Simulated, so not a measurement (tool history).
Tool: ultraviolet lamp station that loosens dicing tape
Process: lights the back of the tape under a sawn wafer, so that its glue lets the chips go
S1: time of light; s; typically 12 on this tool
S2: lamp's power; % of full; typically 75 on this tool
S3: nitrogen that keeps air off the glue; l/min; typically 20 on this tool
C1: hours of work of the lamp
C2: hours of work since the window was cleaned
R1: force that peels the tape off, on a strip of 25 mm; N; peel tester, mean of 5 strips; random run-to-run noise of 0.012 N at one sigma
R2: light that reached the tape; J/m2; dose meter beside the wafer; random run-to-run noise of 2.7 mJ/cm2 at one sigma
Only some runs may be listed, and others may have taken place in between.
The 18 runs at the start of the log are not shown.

| run | hour | S1 | S2 | S3 | C1 | C2 | R1 | R2 |
|---|---|---|---|---|---|---|---|---|
| 19 | 200.8 | 12 | 75 | 20 | 302 | 90 | 0.537 | 3770 |
| 20 | 211.6 | 12 | 91 | 20 | 307 | 95 | 0.364 | 4520 |
| 21 | 226.3 | 12 | 91 | 20 | 313 | 101 | 0.366 | 4600 |
| 22 | 234.2 | 8 | 75 | 11 | 317 | 105 | 1.406 | 2470 |
| 23 | 245.1 | 20 | 75 | 7 | 322 | 110 | 0.483 | 6240 |
| 24 | 253.2 | 12 | 60 | 20 | 326 | 114 | 0.784 | 3030 |
| 25 | 268.8 | 12 | 67 | 20 | 333 | 121 | 0.614 | 3360 |
| 26 | 284.1 | 7 | 77 | 20 | 340 | 128 | 1.211 | 2280 |
| 27 | 294.3 | 10 | 89 | 20 | 344 | 132 | 0.544 | 3710 |

For run 28, what comes out?
| 28 | 310 | 22 | 88 | 20 | 351 | 139 | ? | ? |

Logged for run 28: R1 0.109 N, R2 8150 J/m2.
Without the tool's hidden state the same run would have given R1 0.109 N, R2 8160 J/m2.

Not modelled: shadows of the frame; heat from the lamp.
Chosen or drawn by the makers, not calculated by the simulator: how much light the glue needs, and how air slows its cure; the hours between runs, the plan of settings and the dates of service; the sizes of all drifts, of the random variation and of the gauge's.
